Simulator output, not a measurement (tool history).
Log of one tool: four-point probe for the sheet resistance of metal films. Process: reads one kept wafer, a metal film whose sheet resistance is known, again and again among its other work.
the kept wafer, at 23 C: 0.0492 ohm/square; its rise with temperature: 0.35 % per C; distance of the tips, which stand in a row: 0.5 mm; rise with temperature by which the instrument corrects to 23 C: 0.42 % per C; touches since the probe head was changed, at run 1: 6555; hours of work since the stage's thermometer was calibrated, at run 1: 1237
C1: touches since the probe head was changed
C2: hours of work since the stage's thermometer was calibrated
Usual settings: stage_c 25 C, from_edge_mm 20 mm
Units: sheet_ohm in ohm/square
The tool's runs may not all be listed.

run 1 day=0.000 | stage_c=25 from_edge_mm=20 | C1=6555 C2=1237 | sheet_ohm=0.049174
run 2 day=3.729 | stage_c=25 from_edge_mm=20 | C1=8390 C2=1299 | sheet_ohm=0.049193
run 3 day=6.917 | stage_c=20 from_edge_mm=20 | C1=9961 C2=1352 | sheet_ohm=0.049364
run 4 day=11.508 | stage_c=20 from_edge_mm=20 | C1=12220 C2=1428 | sheet_ohm=0.049404
run 5 day=15.425 | stage_c=20 from_edge_mm=20 | C1=14150 C2=1493 | sheet_ohm=0.049378
-- day=16.592 stage's thermometer calibrated
run 6 day=18.729 | stage_c=20 from_edge_mm=6 | C1=15766 C2=35 | sheet_ohm=0.049508
run 7 day=21.033 | stage_c=25 from_edge_mm=20 | C1=16901 C2=74 | sheet_ohm=0.049164
run 8 day=24.221 | stage_c=25 from_edge_mm=20 | C1=18470 C2=127 | sheet_ohm=0.049183
run 9 day=27.321 | stage_c=25 from_edge_mm=20 | C1=19997 C2=178 | sheet_ohm=0.049217
run 10 day=32.962 | stage_c=25 from_edge_mm=20 | C1=22774 C2=272 | sheet_ohm=0.049232
run 11 day=38.050 | stage_c=25 from_edge_mm=20 | C1=25279 C2=356 | sheet_ohm=0.049235
run 12 day=43.146 | stage_c=25 from_edge_mm=20 | C1=27788 C2=441 | sheet_ohm=0.049250
run 13 day=47.596 | stage_c=25 from_edge_mm=20 | C1=29980 C2=514 | sheet_ohm=0.049269
run 14 day=52.450 | stage_c=31 from_edge_mm=20 | C1=32371 C2=595 | sheet_ohm=0.049079
run 15 day=57.138 | stage_c=31 from_edge_mm=20 | C1=34678 C2=673 | sheet_ohm=0.049115
run 16 day=61.921 | stage_c=25 from_edge_mm=20 | C1=37034 C2=752 | sheet_ohm=0.049319
run 17 day=66.088 | stage_c=25 from_edge_mm=20 | C1=39084 C2=821 | sheet_ohm=0.049329
run 18 day=71.654 | stage_c=23 from_edge_mm=20 | C1=41825 C2=913 | sheet_ohm=0.049384
run 19 day=74.254 | stage_c=23 from_edge_mm=20 | C1=43105 C2=957 | sheet_ohm=0.049423
run 20 day=76.788 | stage_c=23 from_edge_mm=20 | C1=44352 C2=999 | sheet_ohm=0.049420
run 21 day=80.125 | stage_c=23 from_edge_mm=20 | C1=45997 C2=1054 | sheet_ohm=0.049432
run 22 day=83.008 | stage_c=27 from_edge_mm=20 | C1=47417 C2=1102 | sheet_ohm=0.049311
run 23 day=87.588 | stage_c=24 from_edge_mm=13 | C1=49671 C2=1178 | sheet_ohm=0.049461
run 24 day=92.679 | stage_c=24 from_edge_mm=13 | C1=52178 C2=1262 | sheet_ohm=0.049472
run 25 day=98.204 | stage_c=35 from_edge_mm=12 | C1=54900 C2=1354 | sheet_ohm=0.049135
run 26 day=103.438 | stage_c=19 from_edge_mm=5 | C1=57476 C2=1441 | sheet_ohm=0.049875
-- day=107.600 stage's thermometer calibrated
run 27 day=108.608 | stage_c=24 from_edge_mm=12 | C1=60011 C2=17 | sheet_ohm=0.049423
run 28 day=114.021 | stage_c=28 from_edge_mm=3 | C1=62676 C2=106 | sheet_ohm=0.049999
run 29 day=117.346 | stage_c=19 from_edge_mm=50 | C1=64312 C2=162 | sheet_ohm=0.049578
run 30 day=120.979 | stage_c=25 from_edge_mm=8 | C1=66102 C2=222 | sheet_ohm=0.049504
run 31 day=125.550 | stage_c=25 from_edge_mm=5 | C1=68353 C2=298 | sheet_ohm=0.049701
run 32 day=128.838 | stage_c=29 from_edge_mm=15 | C1=69971 C2=352 | sheet_ohm=0.049304
-- day=133.938 new probe head fitted
run 33 day=134.488 | stage_c=27 from_edge_mm=4 | C1=271 C2=445 | sheet_ohm=0.049667
run 34 day=137.788 | stage_c=27 from_edge_mm=4 | C1=1897 C2=500 | sheet_ohm=0.049683
run 35 day=142.088 | stage_c=19 from_edge_mm=3 | C1=4014 C2=571 | sheet_ohm=0.050287
run 36 day=144.817 | stage_c=28 from_edge_mm=3 | C1=5359 C2=617 | sheet_ohm=0.049990
run 37 day=147.962 | stage_c=20 from_edge_mm=20 | C1=6907 C2=669 | sheet_ohm=0.049567
run 38 day=153.675 | stage_c=34 from_edge_mm=10 | C1=9720 C2=764 | sheet_ohm=0.049184
run 39 day=156.054 | stage_c=25 from_edge_mm=3 | C1=10891 C2=803 | sheet_ohm=0.050131
run 40 day=161.546 | stage_c=27 from_edge_mm=23 | C1=13595 C2=894 | sheet_ohm=0.049364
run 41 day=165.754 | stage_c=27 from_edge_mm=23 | C1=15667 C2=964 | sheet_ohm=0.049399
run 42 day=169.771 | stage_c=24 from_edge_mm=51 | C1=17644 C2=1031 | sheet_ohm=0.049486
run 43 day=172.817 | stage_c=27 from_edge_mm=10 | C1=19144 C2=1081 | sheet_ohm=0.049456
run 44 day=176.371 | stage_c=30 from_edge_mm=3 | C1=20895 C2=1140 | sheet_ohm=0.050036

Hidden state or all else? Some run-to-run changes of sheet_ohm, split into what the settings, what came in and random variation would give without the hidden state, and what is left for the hidden state (with any gauge scatter that isn't in both results):
The hidden state here: inner tips' distance over the nominal, %; tips' flats over new ones', %; wafer's true temperature over the reading, C; drift of the gauge itself on sheet_ohm, %.
Run 5 -> 6: from_edge_mm 20 -> 6, stage's thermometer calibrated. sheet_ohm +0.000130 ohm/square: hidden state -0.000051, all else +0.000181.
Run 25 -> 26: stage_c 35 -> 19, from_edge_mm 12 -> 5. sheet_ohm +0.000740 ohm/square: hidden state +0.000025, all else +0.000715.
Run 26 -> 27: stage_c 19 -> 24, from_edge_mm 5 -> 12, stage's thermometer calibrated. sheet_ohm -0.000452 ohm/square: hidden state -0.000077, all else -0.000375.
Run 32 -> 33: stage_c 29 -> 27, from_edge_mm 15 -> 4, new probe head fitted. sheet_ohm +0.000363 ohm/square: hidden state -0.000080, all else +0.000443.
Run 38 -> 39: stage_c 34 -> 25, from_edge_mm 10 -> 3. sheet_ohm +0.000947 ohm/square: hidden state +0.000015, all else +0.000932.
Run 39 -> 40: stage_c 25 -> 27, from_edge_mm 3 -> 23. sheet_ohm -0.000767 ohm/square: hidden state +0.000012, all else -0.000779.
